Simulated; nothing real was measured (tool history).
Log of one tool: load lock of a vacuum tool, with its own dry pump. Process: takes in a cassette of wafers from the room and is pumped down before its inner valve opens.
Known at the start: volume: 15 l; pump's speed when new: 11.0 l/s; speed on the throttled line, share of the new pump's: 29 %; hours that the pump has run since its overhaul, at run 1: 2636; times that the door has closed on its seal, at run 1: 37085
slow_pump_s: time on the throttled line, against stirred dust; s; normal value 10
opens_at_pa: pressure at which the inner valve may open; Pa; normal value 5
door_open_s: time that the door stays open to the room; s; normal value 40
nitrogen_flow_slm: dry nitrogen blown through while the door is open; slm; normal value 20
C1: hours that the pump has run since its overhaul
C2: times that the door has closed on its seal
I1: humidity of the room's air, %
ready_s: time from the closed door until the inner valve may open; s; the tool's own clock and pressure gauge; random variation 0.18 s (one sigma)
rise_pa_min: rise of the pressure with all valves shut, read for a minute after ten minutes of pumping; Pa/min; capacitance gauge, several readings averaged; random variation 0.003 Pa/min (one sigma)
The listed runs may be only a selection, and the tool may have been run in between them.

run 1 hour=0.0 | slow_pump_s=10 opens_at_pa=5 door_open_s=40 nitrogen_flow_slm=20 | C1=2636 C2=37085 | I1=48.0 | ready_s=20.7 rise_pa_min=0.175
run 2 hour=111.8 | slow_pump_s=10 opens_at_pa=5 door_open_s=40 nitrogen_flow_slm=20 | C1=2748 C2=37380 | I1=45.9 | ready_s=20.5 rise_pa_min=0.169
run 3 hour=198.6 | slow_pump_s=10 opens_at_pa=5 door_open_s=40 nitrogen_flow_slm=20 | C1=2835 C2=37610 | I1=45.4 | ready_s=21.2 rise_pa_min=0.174
run 4 hour=339.3 | slow_pump_s=10 opens_at_pa=5 door_open_s=40 nitrogen_flow_slm=20 | C1=2975 C2=37982 | I1=44.4 | ready_s=21.0 rise_pa_min=0.175
run 5 hour=479.5 | slow_pump_s=17 opens_at_pa=5 door_open_s=40 nitrogen_flow_slm=20 | C1=3116 C2=38353 | I1=45.6 | ready_s=25.9 rise_pa_min=0.182
run 6 hour=603.9 | slow_pump_s=17 opens_at_pa=5 door_open_s=40 nitrogen_flow_slm=20 | C1=3240 C2=38682 | I1=43.4 | ready_s=25.8 rise_pa_min=0.179
run 7 hour=723.3 | slow_pump_s=17 opens_at_pa=5 door_open_s=40 nitrogen_flow_slm=20 | C1=3359 C2=38997 | I1=45.6 | ready_s=26.3 rise_pa_min=0.186
run 8 hour=836.5 | slow_pump_s=10 opens_at_pa=5 door_open_s=40 nitrogen_flow_slm=20 | C1=3473 C2=39297 | I1=45.6 | ready_s=20.9 rise_pa_min=0.177
run 9 hour=928.5 | slow_pump_s=6 opens_at_pa=5 door_open_s=40 nitrogen_flow_slm=25 | C1=3565 C2=39540 | I1=44.3 | ready_s=18.0 rise_pa_min=0.184
run 10 hour=1017.5 | slow_pump_s=6 opens_at_pa=5 door_open_s=40 nitrogen_flow_slm=25 | C1=3654 C2=39775 | I1=45.8 | ready_s=17.8 rise_pa_min=0.181
run 11 hour=1090.6 | slow_pump_s=6 opens_at_pa=5 door_open_s=40 nitrogen_flow_slm=25 | C1=3727 C2=39968 | I1=44.7 | ready_s=18.8 rise_pa_min=0.182
run 12 hour=1148.5 | slow_pump_s=19 opens_at_pa=5 door_open_s=40 nitrogen_flow_slm=20 | C1=3785 C2=40122 | I1=46.0 | ready_s=27.5 rise_pa_min=0.181
run 13 hour=1274.5 | slow_pump_s=5 opens_at_pa=5 door_open_s=115 nitrogen_flow_slm=22 | C1=3911 C2=40455 | I1=46.9 | ready_s=17.5 rise_pa_min=0.206
run 14 hour=1374.9 | slow_pump_s=16 opens_at_pa=5 door_open_s=73 nitrogen_flow_slm=44 | C1=4011 C2=40720 | I1=45.0 | ready_s=24.9 rise_pa_min=0.185
run 15 hour=1446.0 | slow_pump_s=10 opens_at_pa=4 door_open_s=40 nitrogen_flow_slm=20 | C1=4082 C2=40908 | I1=44.1 | ready_s=21.2 rise_pa_min=0.184

Predict each of these 5 candidate next runs independently; none follows another, all start after run 15:
run A hour=1551.4 | slow_pump_s=7 opens_at_pa=8 door_open_s=238 nitrogen_flow_slm=20 | C1=4187 C2=41187 | I1=46.4 | ready_s=? rise_pa_min=?
run B hour=1551.4 | slow_pump_s=6 opens_at_pa=8 door_open_s=40 nitrogen_flow_slm=20 | C1=4187 C2=41187 | I1=50.2 | ready_s=? rise_pa_min=?
run C hour=1551.4 | slow_pump_s=10 opens_at_pa=7 door_open_s=40 nitrogen_flow_slm=20 | C1=4187 C2=41187 | I1=45.5 | ready_s=? rise_pa_min=?
run D hour=1551.4 | slow_pump_s=7 opens_at_pa=5 door_open_s=40 nitrogen_flow_slm=20 | C1=4187 C2=41187 | I1=47.1 | ready_s=? rise_pa_min=?
run E hour=1551.4 | slow_pump_s=8 opens_at_pa=5 door_open_s=90 nitrogen_flow_slm=15 | C1=4187 C2=41187 | I1=43.1 | ready_s=? rise_pa_min=?

run=A ready_s=18.1 rise_pa_min=0.220
run=B ready_s=17.1 rise_pa_min=0.201
run=C ready_s=20.2 rise_pa_min=0.195
run=D ready_s=18.7 rise_pa_min=0.189
run=E ready_s=19.8 rise_pa_min=0.211
Take away the tool's hidden state, keep each run's random variation, and the runs would have read:
run=A ready_s=17.8 rise_pa_min=0.079
run=B ready_s=16.9 rise_pa_min=0.059
run=C ready_s=20.0 rise_pa_min=0.054
run=D ready_s=18.4 rise_pa_min=0.050
run=E ready_s=19.5 rise_pa_min=0.070
